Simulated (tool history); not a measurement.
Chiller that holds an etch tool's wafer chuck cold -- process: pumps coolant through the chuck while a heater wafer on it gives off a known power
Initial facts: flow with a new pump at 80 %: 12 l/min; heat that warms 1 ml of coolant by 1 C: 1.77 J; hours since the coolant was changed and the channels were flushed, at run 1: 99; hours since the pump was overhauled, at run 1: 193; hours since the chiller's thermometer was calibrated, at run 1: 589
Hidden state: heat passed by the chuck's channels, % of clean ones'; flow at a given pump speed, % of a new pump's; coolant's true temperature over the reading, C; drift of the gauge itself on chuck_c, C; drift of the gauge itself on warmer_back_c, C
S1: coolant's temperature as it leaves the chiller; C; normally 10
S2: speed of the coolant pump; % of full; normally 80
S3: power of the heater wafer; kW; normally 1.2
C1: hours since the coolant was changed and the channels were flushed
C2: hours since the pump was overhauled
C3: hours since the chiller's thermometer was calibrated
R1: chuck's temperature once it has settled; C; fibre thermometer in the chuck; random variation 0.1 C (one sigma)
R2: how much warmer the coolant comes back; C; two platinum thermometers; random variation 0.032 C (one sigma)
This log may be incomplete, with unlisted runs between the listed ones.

run,hour,S1,S2,S3,C1,C2,C3,R1,R2
1,0,10,80,1.2,99,193,589,20.3,3.45
2,46.1,10,80,1.2,145,239,635,20.4,3.47
3,99.8,10,80,1.2,199,292,689,20.2,3.37
4,163.2,10,80,1.098,262,356,752,19.4,3.18
5,202,10,80,1.098,301,394,791,19.3,3.09
6,243.6,10,65,1.2,342,436,832,21.8,4.35
7,284.2,10,65,1.2,383,477,873,21.8,4.37
8,328.9,0,65,1.2,428,521,918,11.6,4.36
9,385.6,15,84,0.931,484,578,974,22.9,2.5
10,439.4,1,84,0.654,538,632,1028,6.6,1.79
11,480.3,1,84,0.654,579,673,1069,6.7,1.86
12,519,1,84,0.654,618,712,1108,6.6,1.78
13,578.5,9,80,1.15,677,771,1167,19,3.29

Forecast each of these 5 alternatives for the next run:
A,621.5,12,77,1.2,720,814,1210,?,?
B,621.5,10,80,0.632,720,814,1210,?,?
C,621.5,1,98,0.69,720,814,1210,?,?
D,621.5,10,76,1.2,720,814,1210,?,?
E,621.5,11,89,1.403,720,814,1210,?,?

run,R1,R2
A,22.7,3.56
B,15.5,1.76
C,6.4,1.61
D,20.7,3.71
E,22.5,3.54
Without the tool's hidden state the same runs would have given:
run,R1,R2
A,22.4,3.51
B,15.4,1.73
C,6.3,1.58
D,20.5,3.66
E,22.3,3.49
